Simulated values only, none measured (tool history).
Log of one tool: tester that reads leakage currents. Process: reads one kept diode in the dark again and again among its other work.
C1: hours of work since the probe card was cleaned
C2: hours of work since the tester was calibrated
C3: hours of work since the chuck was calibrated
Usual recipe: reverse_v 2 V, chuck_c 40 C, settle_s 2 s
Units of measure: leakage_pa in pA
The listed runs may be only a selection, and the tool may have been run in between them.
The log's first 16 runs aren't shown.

run 17 day=23.746 | reverse_v=4.65 chuck_c=40 settle_s=2 | C1=2004 C2=1128 C3=511 | leakage_pa=73.26
run 18 day=25.95 | reverse_v=6.74 chuck_c=26 settle_s=3.08 | C1=2037 C2=1161 C3=544 | leakage_pa=30.24
run 19 day=27.092 | reverse_v=1.03 chuck_c=22 settle_s=2.4 | C1=2054 C2=1178 C3=561 | leakage_pa=6.71
run 20 day=28.288 | reverse_v=2 chuck_c=40 settle_s=2 | C1=2071 C2=1196 C3=579 | leakage_pa=44.07
run 21 day=30.054 | reverse_v=15.02 chuck_c=43 settle_s=1.39 | C1=2098 C2=1222 C3=605 | leakage_pa=189.53
run 22 day=32.075 | reverse_v=15.02 chuck_c=43 settle_s=1.39 | C1=2128 C2=1252 C3=635 | leakage_pa=189.74
run 23 day=33.392 | reverse_v=2 chuck_c=40 settle_s=4.34 | C1=2148 C2=1272 C3=655 | leakage_pa=43.67
run 24 day=35.592 | reverse_v=2 chuck_c=55 settle_s=0.61 | C1=2180 C2=1305 C3=688 | leakage_pa=141.63
run 25 day=37.367 | reverse_v=2 chuck_c=59 settle_s=0.36 | C1=2207 C2=1331 C3=714 | leakage_pa=190.89
run 26 day=39.358 | reverse_v=2 chuck_c=59 settle_s=0.36 | C1=2237 C2=1361 C3=744 | leakage_pa=191.58
run 27 day=40.271 | reverse_v=2 chuck_c=59 settle_s=0.36 | C1=2250 C2=1375 C3=758 | leakage_pa=190.44
run 28 day=41.317 | reverse_v=4.39 chuck_c=21 settle_s=4.65 | C1=2266 C2=1390 C3=773 | leakage_pa=15.35
run 29 day=42.788 | reverse_v=2 chuck_c=40 settle_s=2.14 | C1=2288 C2=1412 C3=795 | leakage_pa=43.63
run 30 day=44.125 | reverse_v=8.95 chuck_c=59 settle_s=0.96 | C1=2308 C2=1432 C3=815 | leakage_pa=457.79
run 31 day=45.979 | reverse_v=8.68 chuck_c=21 settle_s=2 | C1=2335 C2=1460 C3=843 | leakage_pa=25.24
run 32 day=47.954 | reverse_v=2 chuck_c=40 settle_s=0.73 | C1=2365 C2=1489 C3=872 | leakage_pa=43.7

What if the next run were any one of these 5? Each begins from the tool's condition after run 32:
run A day=48.933 | reverse_v=2 chuck_c=26 settle_s=0.68 | C1=2379 C2=1504 C3=887 | leakage_pa=?
run B day=48.933 | reverse_v=2 chuck_c=55 settle_s=1.35 | C1=2379 C2=1504 C3=887 | leakage_pa=?
run C day=48.933 | reverse_v=2 chuck_c=40 settle_s=0.99 | C1=2379 C2=1504 C3=887 | leakage_pa=?
run D day=48.933 | reverse_v=2 chuck_c=40 settle_s=0.32 | C1=2379 C2=1504 C3=887 | leakage_pa=?
run E day=48.933 | reverse_v=2 chuck_c=21 settle_s=0.73 | C1=2379 C2=1504 C3=887 | leakage_pa=?

run=A leakage_pa=14.33
run=B leakage_pa=140.51
run=C leakage_pa=43.6
run=D leakage_pa=44.71
run=E leakage_pa=9.77
Take away the tool's hidden state, keep each run's random variation, and the runs would have read:
run=A leakage_pa=13.75
run=B leakage_pa=145.93
run=C leakage_pa=44.54
run=D leakage_pa=45.64
run=E leakage_pa=8.93

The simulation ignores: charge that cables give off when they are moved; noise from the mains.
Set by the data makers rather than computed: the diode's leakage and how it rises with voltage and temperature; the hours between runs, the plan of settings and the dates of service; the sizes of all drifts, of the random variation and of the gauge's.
